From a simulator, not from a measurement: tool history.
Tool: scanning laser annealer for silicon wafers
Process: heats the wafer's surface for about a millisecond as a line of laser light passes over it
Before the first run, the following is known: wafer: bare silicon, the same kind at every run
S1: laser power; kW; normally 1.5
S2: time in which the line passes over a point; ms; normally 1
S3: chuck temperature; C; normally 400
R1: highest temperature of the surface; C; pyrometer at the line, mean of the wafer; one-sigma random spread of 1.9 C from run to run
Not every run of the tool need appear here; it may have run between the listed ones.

{"run": 1, "hour": 0.0, "S1": 1.5, "S2": 1, "S3": 400, "R1": 1157}
{"run": 2, "hour": 12.1, "S1": 1.5, "S2": 1.18, "S3": 400, "R1": 1218}
{"run": 3, "hour": 24.3, "S1": 1.5, "S2": 1.18, "S3": 389, "R1": 1206}
{"run": 4, "hour": 31.8, "S1": 1.5, "S2": 1.18, "S3": 389, "R1": 1206}
{"run": 5, "hour": 39.2, "S1": 1.607, "S2": 1, "S3": 400, "R1": 1210}
{"run": 6, "hour": 47.9, "S1": 1.5, "S2": 1.08, "S3": 400, "R1": 1186}
{"run": 7, "hour": 64.4, "S1": 1.5, "S2": 1.08, "S3": 400, "R1": 1185}

What does the tool deliver on the next run?
{"run": 8, "hour": 73.1, "S1": 1.5, "S2": 1.08, "S3": 400, "R1": "?"}

R1: 1185 C
The same run, on a tool lacking any hidden state, would have yielded R1 1185 C.
